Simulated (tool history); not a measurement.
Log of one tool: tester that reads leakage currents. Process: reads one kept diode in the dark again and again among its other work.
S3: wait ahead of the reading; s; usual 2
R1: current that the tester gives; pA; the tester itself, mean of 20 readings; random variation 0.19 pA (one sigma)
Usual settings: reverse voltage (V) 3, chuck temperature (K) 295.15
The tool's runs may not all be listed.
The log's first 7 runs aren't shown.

{"run": 8, "hour": 172.7, "reverse voltage (V)": 16.36, "chuck temperature (K)": 295.15, "S3": 2, "R1": 113.38}
{"run": 9, "hour": 202.0, "reverse voltage (V)": 16.36, "chuck temperature (K)": 295.15, "S3": 2, "R1": 113.3}
{"run": 10, "hour": 232.9, "reverse voltage (V)": 3, "chuck temperature (K)": 295.15, "S3": 1.03, "R1": 61.4}
{"run": 11, "hour": 247.1, "reverse voltage (V)": 3, "chuck temperature (K)": 295.15, "S3": 1.03, "R1": 61.21}
{"run": 12, "hour": 275.5, "reverse voltage (V)": 3, "chuck temperature (K)": 295.15, "S3": 3.52, "R1": 60.28}
{"run": 13, "hour": 300.9, "reverse voltage (V)": 3, "chuck temperature (K)": 295.15, "S3": 3.52, "R1": 60.41}
{"run": 14, "hour": 331.2, "reverse voltage (V)": 3, "chuck temperature (K)": 295.15, "S3": 3.52, "R1": 60.66}
{"run": 15, "hour": 349.6, "reverse voltage (V)": 3, "chuck temperature (K)": 295.15, "S3": 2, "R1": 61.1}
{"run": 16, "hour": 369.9, "reverse voltage (V)": 3, "chuck temperature (K)": 295.15, "S3": 2, "R1": 60.97}
{"run": 17, "hour": 389.0, "reverse voltage (V)": 3, "chuck temperature (K)": 295.15, "S3": 2, "R1": 60.51}
{"run": 18, "hour": 413.3, "reverse voltage (V)": 2.82, "chuck temperature (K)": 307.15, "S3": 6.13, "R1": 163.27}
{"run": 19, "hour": 432.9, "reverse voltage (V)": 5.49, "chuck temperature (K)": 310.15, "S3": 4.08, "R1": 262.24}
{"run": 20, "hour": 460.0, "reverse voltage (V)": 5.49, "chuck temperature (K)": 316.15, "S3": 4.87, "R1": 420.35}

The next listed run, before its measurement:
{"run": 21, "hour": 473.4, "reverse voltage (V)": 3, "chuck temperature (K)": 328.15, "S3": 1.53, "R1": "?"}

R1: 832.69 pA
Without the tool's hidden state the same run would have given R1 839.89 pA.
